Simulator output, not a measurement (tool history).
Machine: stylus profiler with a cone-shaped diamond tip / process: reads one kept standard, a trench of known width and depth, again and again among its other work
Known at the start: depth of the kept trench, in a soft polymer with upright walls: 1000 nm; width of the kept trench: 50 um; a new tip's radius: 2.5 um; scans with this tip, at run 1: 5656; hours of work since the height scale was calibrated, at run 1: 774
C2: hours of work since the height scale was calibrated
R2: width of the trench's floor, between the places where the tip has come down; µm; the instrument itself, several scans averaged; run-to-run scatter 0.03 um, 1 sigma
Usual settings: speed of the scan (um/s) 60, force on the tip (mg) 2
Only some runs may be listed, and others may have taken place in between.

Run 1, hour 0: usual settings; scans with this tip 5656; C2 774. Result: depth of the trench (nm) 1007.28, R2 44.98 µm.
Run 2, hour 15: usual settings; scans with this tip 5724; C2 783. Result: depth of the trench (nm) 1007.42, R2 44.95 µm.
Run 3, hour 30.6: usual settings; scans with this tip 5794; C2 793. Result: depth of the trench (nm) 1007.53, R2 44.96 µm.
Run 4, hour 39.5: usual settings; scans with this tip 5835; C2 798. Result: depth of the trench (nm) 1007.32, R2 44.95 µm.
Run 5, hour 52.2: usual settings; scans with this tip 5892; C2 806. Result: depth of the trench (nm) 1007.2, R2 44.99 µm.
Run 6, hour 63.6: usual settings but force on the tip (mg) 2.58; scans with this tip 5943; C2 813. Result: depth of the trench (nm) 1008.46, R2 44.99 µm.
Run 7, hour 80.2: usual settings but force on the tip (mg) 2.58; scans with this tip 6018; C2 824. Result: depth of the trench (nm) 1009.24, R2 45.02 µm.
Run 8, hour 96.8: usual settings; scans with this tip 6093; C2 834. Result: depth of the trench (nm) 1007.04, R2 44.93 µm.
Run 9, hour 106.1: usual settings but force on the tip (mg) 2.18; scans with this tip 6135; C2 840. Result: depth of the trench (nm) 1007.57, R2 44.91 µm.
Run 10, hour 122.3: usual settings but force on the tip (mg) 2.18; scans with this tip 6208; C2 850. Result: depth of the trench (nm) 1007.69, R2 44.89 µm.
Run 11, hour 134.6: usual settings but speed of the scan (um/s) 26; scans with this tip 6264; C2 857. Result: depth of the trench (nm) 1007.35, R2 45.07 µm.
Run 12, hour 147.8: usual settings; scans with this tip 6323; C2 865. Result: depth of the trench (nm) 1006.84, R2 44.93 µm.
Run 13, hour 165.7: usual settings but force on the tip (mg) 5.45; scans with this tip 6405; C2 877. Result: depth of the trench (nm) 1015.14, R2 45.01 µm.
Run 14, hour 174.1: usual settings but speed of the scan (um/s) 91, force on the tip (mg) 5.45; scans with this tip 6442; C2 882. Result: depth of the trench (nm) 1014.75, R2 44.94 µm.
Run 15, hour 182.4: usual settings but speed of the scan (um/s) 91, force on the tip (mg) 5.45; scans with this tip 6480; C2 887. Result: depth of the trench (nm) 1015.76, R2 44.93 µm.
At hour 184.4: height scale calibrated on a step standard.
Run 16, hour 191.5: usual settings but force on the tip (mg) 1.13; scans with this tip 6519; C2 4. Result: depth of the trench (nm) 1003.55, R2 44.81 µm.
Run 17, hour 205.4: usual settings but speed of the scan (um/s) 172; scans with this tip 6582; C2 13. Result: depth of the trench (nm) 1006.61, R2 44.43 µm.
Run 18, hour 219.2: usual settings but speed of the scan (um/s) 172; scans with this tip 6644; C2 21. Result: depth of the trench (nm) 1006.44, R2 44.41 µm.
Run 19, hour 235.4: usual settings but speed of the scan (um/s) 172; scans with this tip 6717; C2 32. Result: depth of the trench (nm) 1006.65, R2 44.37 µm.
At hour 241.9: height scale calibrated on a step standard, once more.
Run 20, hour 253.7: usual settings but speed of the scan (um/s) 19, force on the tip (mg) 1.46; scans with this tip 6797; C2 7. Result: depth of the trench (nm) 1007.06, R2 45.02 µm.
Run 21, hour 271.4: usual settings but speed of the scan (um/s) 17, force on the tip (mg) 2.63; scans with this tip 6877; C2 18. Result: depth of the trench (nm) 1010.17, R2 45.02 µm.
Run 22, hour 282.3: usual settings but speed of the scan (um/s) 17, force on the tip (mg) 2.63; scans with this tip 6927; C2 25. Result: depth of the trench (nm) 1010.05, R2 45.02 µm.
Run 23, hour 299.2: usual settings but speed of the scan (um/s) 88, force on the tip (mg) 1.34; scans with this tip 7003; C2 35. Result: depth of the trench (nm) 1006.25, R2 44.61 µm.
Run 24, hour 311: usual settings but speed of the scan (um/s) 88, force on the tip (mg) 1.34; scans with this tip 7056; C2 43. Result: depth of the trench (nm) 1006.89, R2 44.62 µm.
Run 25, hour 325.7: usual settings but speed of the scan (um/s) 15, force on the tip (mg) 4.93; scans with this tip 7122; C2 52. Result: depth of the trench (nm) 1014.91, R2 45.04 µm.
Run 26, hour 341.3: usual settings but speed of the scan (um/s) 61, force on the tip (mg) 3.27; scans with this tip 7193; C2 61. Result: depth of the trench (nm) 1011.93, R2 44.87 µm.
Run 27, hour 351: usual settings but speed of the scan (um/s) 45, force on the tip (mg) 1.93; scans with this tip 7237; C2 67. Result: depth of the trench (nm) 1008.05, R2 44.91 µm.
Run 28, hour 365.7: usual settings but speed of the scan (um/s) 93, force on the tip (mg) 3.45; scans with this tip 7303; C2 77. Result: depth of the trench (nm) 1011.95, R2 44.76 µm.
Run 29, hour 375.5: usual settings but speed of the scan (um/s) 28, force on the tip (mg) 1.78; scans with this tip 7348; C2 83. Result: depth of the trench (nm) 1008, R2 44.96 µm.
Run 30, hour 392.7: usual settings but speed of the scan (um/s) 28, force on the tip (mg) 1.78; scans with this tip 7425; C2 93. Result: depth of the trench (nm) 1007.44, R2 44.95 µm.
Run 31, hour 402.3: usual settings but speed of the scan (um/s) 28, force on the tip (mg) 1.78; scans with this tip 7468; C2 99. Result: depth of the trench (nm) 1007.25, R2 44.96 µm.
Run 32, hour 414.6: usual settings but speed of the scan (um/s) 28, force on the tip (mg) 1.78; scans with this tip 7524; C2 107. Result: depth of the trench (nm) 1007.61, R2 44.96 µm.
Run 33, hour 429.8: usual settings but speed of the scan (um/s) 38, force on the tip (mg) 4.13; scans with this tip 7593; C2 116. Result: depth of the trench (nm) 1013.64, R2 44.87 µm.
Run 34, hour 438.7: usual settings but speed of the scan (um/s) 94, force on the tip (mg) 4.13; scans with this tip 7633; C2 122. Result: depth of the trench (nm) 1012.97, R2 44.76 µm.
Run 35, hour 446.1: usual settings but force on the tip (mg) 3.26; scans with this tip 7666; C2 126. Result: depth of the trench (nm) 1010.88, R2 44.84 µm.
Run 36, hour 457.2: usual settings but speed of the scan (um/s) 226, force on the tip (mg) 1.29; scans with this tip 7717; C2 133. Result: depth of the trench (nm) 1005.94, R2 43.76 µm.
Run 37, hour 468.3: usual settings but speed of the scan (um/s) 41, force on the tip (mg) 3.83; scans with this tip 7767; C2 140. Result: depth of the trench (nm) 1012.95, R2 44.91 µm.

Below are 3 alternative next runs, each starting from the tool's condition after run 37. Predict each:
Run A, hour 486.3: usual settings but speed of the scan (um/s) 41, force on the tip (mg) 4.33; scans with this tip 7848; C2 151. Result: depth of the trench (nm) ?, R2 ?.
Run B, hour 486.3: usual settings but force on the tip (mg) 0.99; scans with this tip 7848; C2 151. Result: depth of the trench (nm) ?, R2 ?.
Run C, hour 486.3: usual settings but speed of the scan (um/s) 32, force on the tip (mg) 1.55; scans with this tip 7848; C2 151. Result: depth of the trench (nm) ?, R2 ?.

run  depth of the trench (nm)     R2
  A                   1013.76  44.87
  B                   1004.92  44.63
  C                   1006.58  44.81
Without the tool's hidden state the same runs would have given:
run  depth of the trench (nm)     R2
  A                   1014.02  45.87
  B                   1005.17  45.62
  C                   1006.83  45.81
